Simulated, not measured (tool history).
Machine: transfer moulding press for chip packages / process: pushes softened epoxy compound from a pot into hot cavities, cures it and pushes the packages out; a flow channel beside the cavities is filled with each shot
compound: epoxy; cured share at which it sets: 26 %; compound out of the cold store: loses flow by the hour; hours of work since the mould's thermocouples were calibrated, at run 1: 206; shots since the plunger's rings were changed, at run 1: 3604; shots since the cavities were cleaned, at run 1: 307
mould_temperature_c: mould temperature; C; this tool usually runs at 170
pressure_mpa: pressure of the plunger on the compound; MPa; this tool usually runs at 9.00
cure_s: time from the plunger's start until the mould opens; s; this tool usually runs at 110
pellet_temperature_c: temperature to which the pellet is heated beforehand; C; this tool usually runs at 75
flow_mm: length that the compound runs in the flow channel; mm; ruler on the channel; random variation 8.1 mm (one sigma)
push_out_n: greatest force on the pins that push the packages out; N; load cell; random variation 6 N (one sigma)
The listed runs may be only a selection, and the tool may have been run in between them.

run   hour  mould_temperature_c  pressure_mpa  cure_s  pellet_temperature_c  hours of work since the mould's thermocouples were calibrated  shots since the plunger's rings were changed  shots since the cavities were cleaned  incoming compound's hours out of the cold store  flow_mm  push_out_n
  1    0.0                  170          9.00     110                    75                                                            206                                          3604                                    307                                             19.5     1007         229
  2   10.6                  170          7.63     110                    75                                                            213                                          3718                                    421                                             15.3      956         230
      19.3  -- cavities cleaned with cleaning compound and waxed
  3   21.9                  170          7.63     110                    75                                                            219                                          3825                                     29                                             27.5      887         228
  4   29.3                  170          8.63     110                    75                                                            224                                          3905                                    109                                             34.3      907         227
  5   42.4                  170          9.00     110                    75                                                            233                                          4047                                    251                                             30.5      943         235
  6   49.3                  170         10.03     110                    75                                                            237                                          4121                                    325                                             33.0      998         232
  7   60.7                  174         10.17     102                    75                                                            245                                          4246                                    450                                             46.0      909         207
      67.4  -- cavities cleaned with cleaning compound and waxed
  8   74.5                  174         10.17      99                    75                                                            253                                          4378                                     76                                              8.2     1133         233
  9   83.2                  164          8.49     148                    79                                                            259                                          4473                                    171                                             45.6      866         219
 10   97.4                  175          8.56     148                    79                                                            268                                          4626                                    324                                             31.5      900         194
     106.7  -- plunger's sealing rings changed
 11  107.7                  175          8.56     148                    79                                                            273                                            11                                    409                                             34.5      888         209

Branching from run 11: 4 alternative next runs. What would each branch give?
     117.4  -- cavities cleaned with cleaning compound and waxed
  A  121.2                  175          8.56     127                    79                                                            281                                           141                                     41                                             44.0        ?           ?
     117.4  -- cavities cleaned with cleaning compound and waxed
  B  121.2                  175          8.08     148                    72                                                            281                                           141                                     41                                             20.0        ?           ?
     117.4  -- cavities cleaned with cleaning compound and waxed
  C  121.2                  175          8.56     117                    67                                                            281                                           141                                     41                                             22.7        ?           ?
     117.4  -- cavities cleaned with cleaning compound and waxed
  D  121.2                  175          7.85     102                    83                                                            281                                           141                                     41                                             26.3        ?           ?

run  flow_mm  push_out_n
  A      850         204
  B      937         200
  C      948         201
  D      889         209
The same runs, with their run-to-run variation unchanged, on a tool lacking any hidden condition would have given:
run  flow_mm  push_out_n
  A      850         203
  B      938         200
  C      948         201
  D      889         208
